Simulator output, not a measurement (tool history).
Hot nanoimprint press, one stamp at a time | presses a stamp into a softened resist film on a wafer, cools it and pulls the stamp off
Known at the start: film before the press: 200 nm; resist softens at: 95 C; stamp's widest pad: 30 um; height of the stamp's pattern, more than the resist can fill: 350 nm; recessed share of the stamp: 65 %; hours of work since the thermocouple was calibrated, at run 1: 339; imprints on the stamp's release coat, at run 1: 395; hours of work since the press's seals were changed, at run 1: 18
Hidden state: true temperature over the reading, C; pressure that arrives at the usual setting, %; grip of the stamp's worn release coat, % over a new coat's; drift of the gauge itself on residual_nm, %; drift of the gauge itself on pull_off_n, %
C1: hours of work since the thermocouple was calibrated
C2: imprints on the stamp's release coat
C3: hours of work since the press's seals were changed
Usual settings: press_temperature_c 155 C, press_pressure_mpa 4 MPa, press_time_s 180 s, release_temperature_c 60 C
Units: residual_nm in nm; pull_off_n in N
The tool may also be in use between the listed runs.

Run 1, day 0: usual settings; C1 339; C2 395; C3 18. Result: residual_nm 111.1 nm, pull_off_n 211 N.
Run 2, day 0.433: usual settings; C1 346; C2 440; C3 25. Result: residual_nm 111.8 nm, pull_off_n 215 N.
Run 3, day 0.908: usual settings; C1 354; C2 489; C3 33. Result: residual_nm 111 nm, pull_off_n 214 N.
At day 1.462: plate thermocouple calibrated.
Run 4, day 1.533: usual settings; C1 1; C2 540; C3 41. Result: residual_nm 111.8 nm, pull_off_n 215 N.
Run 5, day 1.954: usual settings but press_pressure_mpa 5.63 MPa; C1 8; C2 583; C3 48. Result: residual_nm 94.7 nm, pull_off_n 217 N.
Run 6, day 2.258: usual settings but press_temperature_c 151 C; C1 13; C2 615; C3 53. Result: residual_nm 135.8 nm, pull_off_n 217 N.
At day 2.479: plate thermocouple calibrated, once more.
Run 7, day 2.846: usual settings but press_temperature_c 151 C; C1 6; C2 662; C3 60. Result: residual_nm 131.1 nm, pull_off_n 215 N.
Run 8, day 3.183: usual settings but press_pressure_mpa 3.06 MPa; C1 11; C2 697; C3 65. Result: residual_nm 122.7 nm, pull_off_n 216 N.
Run 9, day 3.675: usual settings but press_pressure_mpa 3.06 MPa; C1 19; C2 747; C3 73. Result: residual_nm 123.5 nm, pull_off_n 217 N.
At day 4.133: stamp cleaned and given a new release coat.
Run 10, day 4.208: usual settings but press_pressure_mpa 3.06 MPa; C1 24; C2 7; C3 78. Result: residual_nm 123.4 nm, pull_off_n 204 N.
Run 11, day 4.604: usual settings but press_pressure_mpa 3.06 MPa; C1 30; C2 48; C3 84. Result: residual_nm 123.4 nm, pull_off_n 206 N.
Run 12, day 5.054: usual settings but press_pressure_mpa 3.06 MPa; C1 37; C2 94; C3 91. Result: residual_nm 122.8 nm, pull_off_n 207 N.
Run 13, day 5.358: usual settings but press_pressure_mpa 3.06 MPa; C1 42; C2 125; C3 96. Result: residual_nm 123.4 nm, pull_off_n 209 N.
Run 14, day 5.65: usual settings but press_pressure_mpa 3.06 MPa; C1 47; C2 156; C3 101. Result: residual_nm 124.2 nm, pull_off_n 208 N.
Run 15, day 6.012: usual settings but press_temperature_c 143 C, press_pressure_mpa 3.06 MPa, press_time_s 149 s, release_temperature_c 48 C; C1 53; C2 193; C3 107. Result: residual_nm 184.1 nm, pull_off_n 260 N.
Run 16, day 6.442: usual settings but press_temperature_c 143 C, press_pressure_mpa 3.06 MPa, press_time_s 149 s, release_temperature_c 48 C; C1 60; C2 237; C3 114. Result: residual_nm 184.8 nm, pull_off_n 261 N.
Run 17, day 6.658: usual settings but press_temperature_c 143 C, press_pressure_mpa 3.06 MPa, press_time_s 149 s, release_temperature_c 48 C; C1 63; C2 259; C3 117. Result: residual_nm 183.5 nm, pull_off_n 259 N.
Run 18, day 7.071: usual settings but press_temperature_c 143 C, press_pressure_mpa 3.06 MPa, press_time_s 149 s, release_temperature_c 48 C; C1 70; C2 301; C3 124. Result: residual_nm 184.1 nm, pull_off_n 262 N.
Run 19, day 7.317: usual settings but press_temperature_c 163 C, press_pressure_mpa 6.37 MPa, press_time_s 99 s, release_temperature_c 55 C; C1 74; C2 327; C3 128. Result: residual_nm 70.6 nm, pull_off_n 231 N.
Run 20, day 7.788: usual settings but press_temperature_c 163 C, press_pressure_mpa 6.37 MPa, press_time_s 99 s, release_temperature_c 55 C; C1 81; C2 375; C3 135. Result: residual_nm 69.3 nm, pull_off_n 232 N.
Run 21, day 8.225: usual settings but release_temperature_c 49 C; C1 88; C2 420; C3 142. Result: residual_nm 109.6 nm, pull_off_n 261 N.
Run 22, day 8.467: usual settings but release_temperature_c 49 C; C1 92; C2 445; C3 146. Result: residual_nm 109.7 nm, pull_off_n 260 N.
Run 23, day 8.783: usual settings but release_temperature_c 49 C; C1 97; C2 478; C3 151. Result: residual_nm 110.1 nm, pull_off_n 258 N.
Run 24, day 9.238: usual settings but release_temperature_c 49 C; C1 105; C2 524; C3 159. Result: residual_nm 109.9 nm, pull_off_n 261 N.
Run 25, day 9.538: usual settings but press_pressure_mpa 4.77 MPa, release_temperature_c 53 C; C1 109; C2 555; C3 163. Result: residual_nm 101 nm, pull_off_n 246 N.
Run 26, day 9.742: usual settings but press_temperature_c 160 C, press_pressure_mpa 2.62 MPa, press_time_s 133 s, release_temperature_c 67 C; C1 113; C2 576; C3 167. Result: residual_nm 116.3 nm, pull_off_n 186 N.
Run 27, day 10.225: usual settings but press_temperature_c 163 C, press_pressure_mpa 2.89 MPa, press_time_s 133 s, release_temperature_c 67 C; C1 120; C2 626; C3 174. Result: residual_nm 97.2 nm, pull_off_n 183 N.
Run 28, day 10.596: usual settings but press_pressure_mpa 3.9 MPa, press_time_s 237 s; C1 126; C2 664; C3 180. Result: residual_nm 101.7 nm, pull_off_n 216 N.

Hidden state or all else? Some run-to-run changes of residual_nm, split into what the settings, what came in and random variation would give without the hidden state, and what is left for the hidden state (with any gauge scatter that isn't in both results):
Run 3 -> 4: plate thermocouple calibrated. residual_nm +0.8 nm: hidden state +1, all else -0.2.
Run 6 -> 7: plate thermocouple calibrated, once more. residual_nm -4.7 nm: hidden state -3.7, all else -1.
Run 14 -> 15: press_temperature_c 155 -> 143, press_time_s 180 -> 149, release_temperature_c 60 -> 48. residual_nm +59.9 nm: hidden state -0.3, all else +60.2.
Run 18 -> 19: press_temperature_c 143 -> 163, press_pressure_mpa 3.06 -> 6.37, press_time_s 149 -> 99, release_temperature_c 48 -> 55. residual_nm -113.5 nm: hidden state +0.3, all else -113.8.

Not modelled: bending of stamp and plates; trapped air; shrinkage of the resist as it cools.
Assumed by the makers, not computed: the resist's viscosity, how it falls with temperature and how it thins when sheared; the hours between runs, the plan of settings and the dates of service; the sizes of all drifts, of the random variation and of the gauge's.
